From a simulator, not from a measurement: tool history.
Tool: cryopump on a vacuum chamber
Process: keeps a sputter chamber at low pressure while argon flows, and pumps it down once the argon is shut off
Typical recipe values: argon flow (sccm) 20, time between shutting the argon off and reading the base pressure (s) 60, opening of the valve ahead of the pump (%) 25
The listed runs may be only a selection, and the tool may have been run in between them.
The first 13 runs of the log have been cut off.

run	hour	argon flow (sccm)	time between shutting the argon off and reading the base pressure (s)	opening of the valve ahead of the pump (%)	hours of work since the pump was warmed up and emptied	hours of work since the cold head was overhauled	hours of work since the chamber's fittings were tightened	pressure while argon flows (Pa)	pressure after the wait (uPa)
14	660.9	20	56	25	52	1327	2332	0.0977	2.71
15	728.6	20	56	25	83	1358	2363	0.0979	2.74
16	795.5	20	56	25	114	1388	2394	0.0993	2.78
17	853.2	20	56	25	140	1415	2420	0.0991	2.84
18	913.0	20	231	25	167	1442	2447	0.0990	2.57
19	963.0	11	60	45	190	1465	2470	0.0317	2.89
20	1035.7	12	60	35	223	1498	2503	0.0427	3.01
21	1086.6	12	60	35	247	1521	2526	0.0434	3.19
22	1158.5	32	25	49	279	1554	2559	0.0857	3.76
23	1216.5	9	40	25	306	1580	2586	0.0454	3.42
24	1273.9	9	40	25	332	1606	2612	0.0455	3.60
25	1335.3	28	98	25	360	1634	2640	0.1439	3.21
26	1400.8	15	29	21	390	1664	2670	0.0902	3.99
27	1431.3	20	177	25	404	1678	2684	0.1043	3.29
28	1491.1	9	118	20	431	1705	2711	0.0580	3.45
29	1548.3	13	37	55	457	1732	2737	0.0338	3.94
30	1583.7	13	37	55	473	1748	2753	0.0346	4.11
31	1650.8	18	103	25	504	1778	2784	0.0950	3.65
32	1706.9	18	103	25	529	1804	2809	0.0954	3.72
33	1740.9	18	103	25	545	1819	2825	0.0956	3.86

Consider 3 possible next runs. They are alternatives, not a sequence: every one starts from the tool as it was left by run 33. What does each give?
A	1810.5	8	277	22	577	1851	2856	?	?
B	1810.5	32	60	36	577	1851	2856	?	?
C	1810.5	19	103	33	577	1851	2856	?	?

run	pressure while argon flows (Pa)	pressure after the wait (uPa)
A	0.0500	3.78
B	0.1252	4.15
C	0.0810	3.90
With no hidden state in the tool, these same runs would have given:
run	pressure while argon flows (Pa)	pressure after the wait (uPa)
A	0.0453	0.29
B	0.1068	0.65
C	0.0699	0.45
